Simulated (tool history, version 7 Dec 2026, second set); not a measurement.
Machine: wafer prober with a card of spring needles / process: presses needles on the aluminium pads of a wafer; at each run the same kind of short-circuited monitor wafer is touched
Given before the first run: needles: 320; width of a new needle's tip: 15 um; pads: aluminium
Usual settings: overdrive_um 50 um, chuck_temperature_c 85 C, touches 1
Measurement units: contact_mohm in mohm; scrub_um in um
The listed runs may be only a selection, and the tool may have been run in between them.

Run 1, day 0: usual settings. Result: contact_mohm 179 mohm, scrub_um 6.69 um.
At day 0.096: tips cleaned on abrasive film.
At day 0.279: tips cleaned on abrasive film.
At day 0.512: tips cleaned on abrasive film.
At day 0.742: tips cleaned on abrasive film.
At day 0.929: tips cleaned on abrasive film.
At day 1.162: tips cleaned on abrasive film.
At day 1.392: tips cleaned on abrasive film.
At day 1.579: tips cleaned on abrasive film.
At day 1.808: tips cleaned on abrasive film.
At day 2.042: tips cleaned on abrasive film.
At day 2.271: tips cleaned on abrasive film.
At day 2.479: tips cleaned on abrasive film.
Run 2, day 2.479: usual settings. Result: contact_mohm 144 mohm, scrub_um 6.45 um.
At day 2.667: tips cleaned on abrasive film.
At day 2.854: tips cleaned on abrasive film.
At day 3.083: tips cleaned on abrasive film.
At day 3.317: tips cleaned on abrasive film.
At day 3.546: tips cleaned on abrasive film.
At day 3.779: tips cleaned on abrasive film.
At day 4.008: tips cleaned on abrasive film.
At day 4.242: tips cleaned on abrasive film.
At day 4.471: tips cleaned on abrasive film.
At day 4.658: tips cleaned on abrasive film.
At day 4.888: tips cleaned on abrasive film.
At day 5.121: tips cleaned on abrasive film.
At day 5.308: tips cleaned on abrasive film.
At day 5.538: tips cleaned on abrasive film.
At day 5.725: tips cleaned on abrasive film.
At day 5.954: tips cleaned on abrasive film.
At day 6.142: tips cleaned on abrasive film.
At day 6.371: tips cleaned on abrasive film.
At day 6.604: tips cleaned on abrasive film.
Run 3, day 6.696: usual settings but chuck_temperature_c 30 C. Result: contact_mohm 185 mohm, scrub_um 6.26 um.
At day 6.833: tips cleaned on abrasive film.
At day 7.062: tips cleaned on abrasive film.
At day 7.296: tips cleaned on abrasive film.
At day 7.479: tips cleaned on abrasive film.
At day 7.712: tips cleaned on abrasive film.
At day 7.942: tips cleaned on abrasive film.
At day 8.175: tips cleaned on abrasive film.
At day 8.408: tips cleaned on abrasive film.
At day 8.638: tips cleaned on abrasive film.
At day 8.825: tips cleaned on abrasive film.
At day 9.054: tips cleaned on abrasive film.
At day 9.283: tips cleaned on abrasive film.
Run 4, day 9.283: usual settings but chuck_temperature_c 30 C. Result: contact_mohm 140 mohm, scrub_um 6.02 um.
At day 9.471: tips cleaned on abrasive film.
At day 9.704: tips cleaned on abrasive film.
At day 9.933: tips cleaned on abrasive film.
At day 10.167: tips cleaned on abrasive film.
At day 10.396: tips cleaned on abrasive film.
At day 10.629: tips cleaned on abrasive film.
At day 10.858: tips cleaned on abrasive film.
At day 11.046: tips cleaned on abrasive film.
At day 11.275: tips cleaned on abrasive film.
At day 11.508: tips cleaned on abrasive film.
At day 11.738: tips cleaned on abrasive film.
At day 11.925: tips cleaned on abrasive film.
At day 12.154: tips cleaned on abrasive film.
Run 5, day 12.171: usual settings but chuck_temperature_c 30 C. Result: contact_mohm 158 mohm, scrub_um 5.77 um.
At day 12.358: tips cleaned on abrasive film.
At day 12.554: height of the first contact set anew.
At day 12.604: tips cleaned on abrasive film.
At day 12.833: tips cleaned on abrasive film.
At day 13.067: tips cleaned on abrasive film.
At day 13.296: tips cleaned on abrasive film.
At day 13.483: tips cleaned on abrasive film.
At day 13.712: tips cleaned on abrasive film.
At day 13.9: tips cleaned on abrasive film.
At day 14.129: tips cleaned on abrasive film.
At day 14.362: tips cleaned on abrasive film.
At day 14.592: tips cleaned on abrasive film.
At day 14.825: tips cleaned on abrasive film.
At day 15.054: tips cleaned on abrasive film.
Run 6, day 15.171: usual settings but touches 3. Result: contact_mohm 161 mohm, scrub_um 7.06 um.
At day 15.267: tips cleaned on abrasive film.
At day 15.496: tips cleaned on abrasive film.
At day 15.683: tips cleaned on abrasive film.
At day 15.912: tips cleaned on abrasive film.
At day 16.1: tips cleaned on abrasive film.
At day 16.329: tips cleaned on abrasive film.
At day 16.562: tips cleaned on abrasive film.
At day 16.75: tips cleaned on abrasive film.
At day 16.979: tips cleaned on abrasive film.
At day 17.212: tips cleaned on abrasive film.
At day 17.442: tips cleaned on abrasive film.
At day 17.629: tips cleaned on abrasive film.
At day 17.858: tips cleaned on abrasive film.
At day 18.092: tips cleaned on abrasive film.
At day 18.321: tips cleaned on abrasive film.
Run 7, day 18.35: usual settings but overdrive_um 35 um, chuck_temperature_c 112 C, touches 2. Result: contact_mohm 184 mohm, scrub_um 4.55 um.
At day 18.538: tips cleaned on abrasive film.
At day 18.721: tips cleaned on abrasive film.
At day 18.954: tips cleaned on abrasive film.
At day 19.142: tips cleaned on abrasive film.
At day 19.371: tips cleaned on abrasive film.
At day 19.558: tips cleaned on abrasive film.
At day 19.742: tips cleaned on abrasive film.
At day 19.975: tips cleaned on abrasive film.
At day 20.204: tips cleaned on abrasive film.
At day 20.438: tips cleaned on abrasive film.
At day 20.667: tips cleaned on abrasive film.
At day 20.9: tips cleaned on abrasive film.
At day 21.129: tips cleaned on abrasive film.
At day 21.362: tips cleaned on abrasive film.
At day 21.596: tips cleaned on abrasive film.
At day 21.825: tips cleaned on abrasive film.
Run 8, day 21.888: usual settings but overdrive_um 52 um, chuck_temperature_c 28 C, touches 3. Result: contact_mohm 150 mohm, scrub_um 6.88 um.
At day 22.025: tips cleaned on abrasive film.
At day 22.258: tips cleaned on abrasive film.
At day 22.488: tips cleaned on abrasive film.
At day 22.721: tips cleaned on abrasive film.
At day 22.95: tips cleaned on abrasive film.
At day 23.183: tips cleaned on abrasive film.
At day 23.417: tips cleaned on abrasive film.
At day 23.646: tips cleaned on abrasive film.
At day 23.879: tips cleaned on abrasive film.
At day 24.108: tips cleaned on abrasive film.
At day 24.342: tips cleaned on abrasive film.
At day 24.571: tips cleaned on abrasive film.
At day 24.804: tips cleaned on abrasive film.
At day 24.988: tips cleaned on abrasive film.
At day 25.221: tips cleaned on abrasive film.
At day 25.446: tips cleaned on abrasive film.
Run 9, day 25.446: usual settings but overdrive_um 45 um, chuck_temperature_c 101 C. Result: contact_mohm 163 mohm, scrub_um 5.56 um.
At day 25.675: tips cleaned on abrasive film.
At day 25.908: tips cleaned on abrasive film.
At day 26.096: tips cleaned on abrasive film.
At day 26.325: tips cleaned on abrasive film.
At day 26.512: tips cleaned on abrasive film.
At day 26.742: tips cleaned on abrasive film.
At day 26.975: tips cleaned on abrasive film.
At day 27.204: tips cleaned on abrasive film.
At day 27.438: tips cleaned on abrasive film.
At day 27.621: tips cleaned on abrasive film.
At day 27.854: tips cleaned on abrasive film.
At day 28.083: tips cleaned on abrasive film.
At day 28.317: tips cleaned on abrasive film.
At day 28.546: tips cleaned on abrasive film.
At day 28.733: tips cleaned on abrasive film.
At day 28.967: tips cleaned on abrasive film.
At day 29.15: tips cleaned on abrasive film.
At day 29.383: tips cleaned on abrasive film.
At day 29.612: tips cleaned on abrasive film.
Run 10, day 29.662: usual settings but overdrive_um 54 um, chuck_temperature_c 59 C, touches 3. Result: contact_mohm 154 mohm, scrub_um 6.72 um.
At day 29.8: tips cleaned on abrasive film.
At day 30.033: tips cleaned on abrasive film.
At day 30.217: tips cleaned on abrasive film.
At day 30.45: tips cleaned on abrasive film.
At day 30.638: tips cleaned on abrasive film.
At day 30.867: tips cleaned on abrasive film.
At day 31.054: tips cleaned on abrasive film.
At day 31.283: tips cleaned on abrasive film.
At day 31.471: tips cleaned on abrasive film.
At day 31.7: tips cleaned on abrasive film.
At day 31.933: tips cleaned on abrasive film.
Run 11, day 32.042: usual settings but overdrive_um 54 um, chuck_temperature_c 59 C, touches 3. Result: contact_mohm 166 mohm, scrub_um 6.55 um.

5 ways to go on from here, each from the tool as it stands after run 11. What would each give?
At day 32.138: tips cleaned on abrasive film.
At day 32.367: tips cleaned on abrasive film.
At day 32.6: tips cleaned on abrasive film.
At day 32.829: tips cleaned on abrasive film.
At day 33.062: tips cleaned on abrasive film.
At day 33.25: tips cleaned on abrasive film.
At day 33.479: tips cleaned on abrasive film.
At day 33.712: tips cleaned on abrasive film.
At day 33.904: height of the first contact set anew.
At day 33.954: tips cleaned on abrasive film.
At day 34.188: tips cleaned on abrasive film.
At day 34.417: tips cleaned on abrasive film.
At day 34.65: tips cleaned on abrasive film.
At day 34.833: tips cleaned on abrasive film.
At day 35.333: card fitted with new needles.
At day 35.567: tips cleaned on abrasive film.
At day 35.796: tips cleaned on abrasive film.
Run A, day 35.908: usual settings but overdrive_um 31 um, chuck_temperature_c 81 C. Result: contact_mohm ?, scrub_um ?.
At day 32.138: tips cleaned on abrasive film.
At day 32.367: tips cleaned on abrasive film.
At day 32.6: tips cleaned on abrasive film.
At day 32.829: tips cleaned on abrasive film.
At day 33.062: tips cleaned on abrasive film.
At day 33.25: tips cleaned on abrasive film.
At day 33.479: tips cleaned on abrasive film.
At day 33.712: tips cleaned on abrasive film.
At day 33.904: height of the first contact set anew.
At day 33.954: tips cleaned on abrasive film.
At day 34.188: tips cleaned on abrasive film.
At day 34.417: tips cleaned on abrasive film.
At day 34.65: tips cleaned on abrasive film.
At day 34.833: tips cleaned on abrasive film.
At day 35.333: card fitted with new needles.
At day 35.567: tips cleaned on abrasive film.
At day 35.796: tips cleaned on abrasive film.
Run B, day 35.908: usual settings but overdrive_um 38 um, chuck_temperature_c 59 C. Result: contact_mohm ?, scrub_um ?.
At day 32.138: tips cleaned on abrasive film.
At day 32.367: tips cleaned on abrasive film.
At day 32.6: tips cleaned on abrasive film.
At day 32.829: tips cleaned on abrasive film.
At day 33.062: tips cleaned on abrasive film.
At day 33.25: tips cleaned on abrasive film.
At day 33.479: tips cleaned on abrasive film.
At day 33.712: tips cleaned on abrasive film.
At day 33.904: height of the first contact set anew.
At day 33.954: tips cleaned on abrasive film.
At day 34.188: tips cleaned on abrasive film.
At day 34.417: tips cleaned on abrasive film.
At day 34.65: tips cleaned on abrasive film.
At day 34.833: tips cleaned on abrasive film.
At day 35.333: card fitted with new needles.
At day 35.567: tips cleaned on abrasive film.
At day 35.796: tips cleaned on abrasive film.
Run C, day 35.908: usual settings but overdrive_um 44 um, chuck_temperature_c 41 C, touches 3. Result: contact_mohm ?, scrub_um ?.
At day 32.138: tips cleaned on abrasive film.
At day 32.367: tips cleaned on abrasive film.
At day 32.6: tips cleaned on abrasive film.
At day 32.829: tips cleaned on abrasive film.
At day 33.062: tips cleaned on abrasive film.
At day 33.25: tips cleaned on abrasive film.
At day 33.479: tips cleaned on abrasive film.
At day 33.712: tips cleaned on abrasive film.
At day 33.904: height of the first contact set anew.
At day 33.954: tips cleaned on abrasive film.
At day 34.188: tips cleaned on abrasive film.
At day 34.417: tips cleaned on abrasive film.
At day 34.65: tips cleaned on abrasive film.
At day 34.833: tips cleaned on abrasive film.
At day 35.333: card fitted with new needles.
At day 35.567: tips cleaned on abrasive film.
At day 35.796: tips cleaned on abrasive film.
Run D, day 35.908: usual settings but overdrive_um 30 um, chuck_temperature_c 37 C, touches 3. Result: contact_mohm ?, scrub_um ?.
At day 32.138: tips cleaned on abrasive film.
At day 32.367: tips cleaned on abrasive film.
At day 32.6: tips cleaned on abrasive film.
At day 32.829: tips cleaned on abrasive film.
At day 33.062: tips cleaned on abrasive film.
At day 33.25: tips cleaned on abrasive film.
At day 33.479: tips cleaned on abrasive film.
At day 33.712: tips cleaned on abrasive film.
At day 33.904: height of the first contact set anew.
At day 33.954: tips cleaned on abrasive film.
At day 34.188: tips cleaned on abrasive film.
At day 34.417: tips cleaned on abrasive film.
At day 34.65: tips cleaned on abrasive film.
At day 34.833: tips cleaned on abrasive film.
At day 35.333: card fitted with new needles.
At day 35.567: tips cleaned on abrasive film.
At day 35.796: tips cleaned on abrasive film.
Run E, day 35.908: usual settings but overdrive_um 65 um, chuck_temperature_c 59 C, touches 3. Result: contact_mohm ?, scrub_um ?.

run  contact_mohm  scrub_um
  A           219       4.6
  B           191      5.33
  C           149      6.33
  D           168      4.34
  E           139      9.55
With no hidden state in the tool, these same runs would have given:
run  contact_mohm  scrub_um
  A           142      4.64
  B           134      5.37
  C           132      6.36
  D           136      4.37
  E           131      9.59
